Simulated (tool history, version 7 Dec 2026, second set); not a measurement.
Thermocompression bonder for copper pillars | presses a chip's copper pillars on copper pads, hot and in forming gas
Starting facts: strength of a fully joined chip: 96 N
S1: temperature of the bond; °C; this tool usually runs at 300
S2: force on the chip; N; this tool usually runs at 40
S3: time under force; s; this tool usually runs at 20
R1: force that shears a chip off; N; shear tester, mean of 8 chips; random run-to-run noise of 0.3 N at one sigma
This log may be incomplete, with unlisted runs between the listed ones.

run 1 day=0 | S1=300 S2=40 S3=20 | R1=44.6
run 2 day=0.392 | S1=300 S2=40 S3=20 | R1=44.5
run 3 day=0.804 | S1=300 S2=40 S3=20 | R1=44.1
run 4 day=1.179 | S1=300 S2=40 S3=20 | R1=44.2
run 5 day=1.433 | S1=300 S2=40 S3=20 | R1=44.2
run 6 day=1.762 | S1=300 S2=40 S3=20 | R1=43.9
run 7 day=2.017 | S1=300 S2=40 S3=20 | R1=43.6
run 8 day=2.412 | S1=300 S2=40 S3=20 | R1=44.4
run 9 day=2.633 | S1=300 S2=40 S3=20 | R1=43.9
run 10 day=2.929 | S1=300 S2=40 S3=12 | R1=36.5
run 11 day=3.254 | S1=300 S2=40 S3=12 | R1=36.6
run 12 day=3.617 | S1=300 S2=40 S3=12 | R1=36.3
run 13 day=3.858 | S1=300 S2=40 S3=12 | R1=36.3
run 14 day=4.05 | S1=300 S2=40 S3=12 | R1=36.6
run 15 day=4.338 | S1=300 S2=40 S3=20 | R1=44
run 16 day=4.629 | S1=300 S2=25 S3=20 | R1=25.3
run 17 day=4.871 | S1=300 S2=25 S3=20 | R1=25.8
run 18 day=5.192 | S1=300 S2=25 S3=43 | R1=34.2
run 19 day=5.629 | S1=319 S2=44 S3=20 | R1=58.9
run 20 day=5.962 | S1=319 S2=44 S3=20 | R1=58.6
run 21 day=6.229 | S1=319 S2=24 S3=19 | R1=30.6
run 22 day=6.467 | S1=279 S2=40 S3=51 | R1=46.1
run 23 day=6.85 | S1=321 S2=34 S3=48 | R1=61.8
run 24 day=7.196 | S1=294 S2=32 S3=48 | R1=43.6
run 25 day=7.383 | S1=304 S2=38 S3=12 | R1=36.2
run 26 day=7.596 | S1=274 S2=52 S3=17 | R1=38.1
run 27 day=7.988 | S1=300 S2=57 S3=20 | R1=60.8
run 28 day=8.267 | S1=300 S2=40 S3=18 | R1=41.9
run 29 day=8.488 | S1=283 S2=31 S3=17 | R1=23
run 30 day=8.733 | S1=283 S2=31 S3=17 | R1=23.4
run 31 day=8.946 | S1=283 S2=31 S3=17 | R1=23.2
run 32 day=9.179 | S1=304 S2=59 S3=51 | R1=77.8
run 33 day=9.483 | S1=304 S2=59 S3=51 | R1=78
run 34 day=9.712 | S1=304 S2=59 S3=51 | R1=78
run 35 day=10.062 | S1=325 S2=39 S3=20 | R1=55.5
run 36 day=10.296 | S1=325 S2=39 S3=20 | R1=55.9

Below, some changes in R1 between adjacent runs. For each, the amount present without the hidden state too (settings, incoming material, random variation) and the amount remaining for the hidden state with gauge scatter not shared by both compared results:
Hidden state at play: true temperature of the bond over the reading, C; force that reaches the chip, % of what is set; oxide that the forming gas leaves, % of the face; drift of the gauge itself on shear_n, %.
Run 18 -> 19: S1 300 -> 319, S2 25 -> 44, S3 43 -> 20. R1 +24.7 N: hidden state -0.4, all else +25.1.
Run 20 -> 21: S2 44 -> 24, S3 20 -> 19. R1 -28 N: hidden state +0.4, all else -28.4.
Run 22 -> 23: S1 279 -> 321, S2 40 -> 34, S3 51 -> 48. R1 +15.7 N: hidden state -1.1, all else +16.8.
Run 31 -> 32: S1 283 -> 304, S2 31 -> 59, S3 17 -> 51. R1 +54.6 N: hidden state -2.8, all else +57.4.
Run 34 -> 35: S1 304 -> 325, S2 59 -> 39, S3 51 -> 20. R1 -22.5 N: hidden state +2.1, all else -24.6.
